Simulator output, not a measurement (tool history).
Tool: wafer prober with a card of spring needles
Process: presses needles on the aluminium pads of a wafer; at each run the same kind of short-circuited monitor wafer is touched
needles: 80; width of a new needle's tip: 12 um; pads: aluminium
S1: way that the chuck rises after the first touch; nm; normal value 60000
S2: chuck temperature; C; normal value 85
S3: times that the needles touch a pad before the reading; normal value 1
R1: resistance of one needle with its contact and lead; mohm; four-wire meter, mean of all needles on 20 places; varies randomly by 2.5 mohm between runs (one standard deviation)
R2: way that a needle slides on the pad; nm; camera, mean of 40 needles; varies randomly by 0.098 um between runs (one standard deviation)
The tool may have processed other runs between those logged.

run,day,S1,S2,S3,R1,R2
1,0,60000,85,1,304,15500
# day 0.167: tips cleaned on abrasive film
2,0.367,60000,85,1,326,15440
# day 0.412: tips cleaned on abrasive film
# day 0.629: tips cleaned on abrasive film
3,0.788,60000,85,1,323,15210
# day 0.883: tips cleaned on abrasive film
# day 1.108: tips cleaned on abrasive film
4,1.179,60000,85,3,295,15380
# day 1.354: tips cleaned on abrasive film
# day 1.6: tips cleaned on abrasive film
5,1.775,60000,54,3,287,15190
# day 1.833: tips cleaned on abrasive film
# day 2.067: tips cleaned on abrasive film
6,2.25,60000,54,2,301,15270
# day 2.308: tips cleaned on abrasive film
# day 2.533: tips cleaned on abrasive film
7,2.575,46000,65,1,302,11610
# day 2.767: tips cleaned on abrasive film
8,2.871,45000,56,1,320,11270
# day 2.996: tips cleaned on abrasive film
# day 3.221: tips cleaned on abrasive film
9,3.221,70000,84,1,289,17940
# day 3.479: tips cleaned on abrasive film
10,3.679,70000,84,2,300,17600

A few steps of R1 between consecutive runs. Split each: what settings, incoming material and random variation would produce without the hidden state, and what is left over for the hidden state, along with gauge scatter present in only one of the two compared results (measured, and without hidden state):
Hidden state present: debris on the tips, nm; way that the needles fall short of the set height, um; tips' diameter, um; drift of the gauge itself on contact_mohm, %; drift of the gauge itself on scrub_um, %.
Run 8 -> 9: S1 45000 -> 70000, S2 56 -> 84, tips cleaned on abrasive film, tips cleaned on abrasive film. R1 -31 mohm: hidden state -43, all else +12.

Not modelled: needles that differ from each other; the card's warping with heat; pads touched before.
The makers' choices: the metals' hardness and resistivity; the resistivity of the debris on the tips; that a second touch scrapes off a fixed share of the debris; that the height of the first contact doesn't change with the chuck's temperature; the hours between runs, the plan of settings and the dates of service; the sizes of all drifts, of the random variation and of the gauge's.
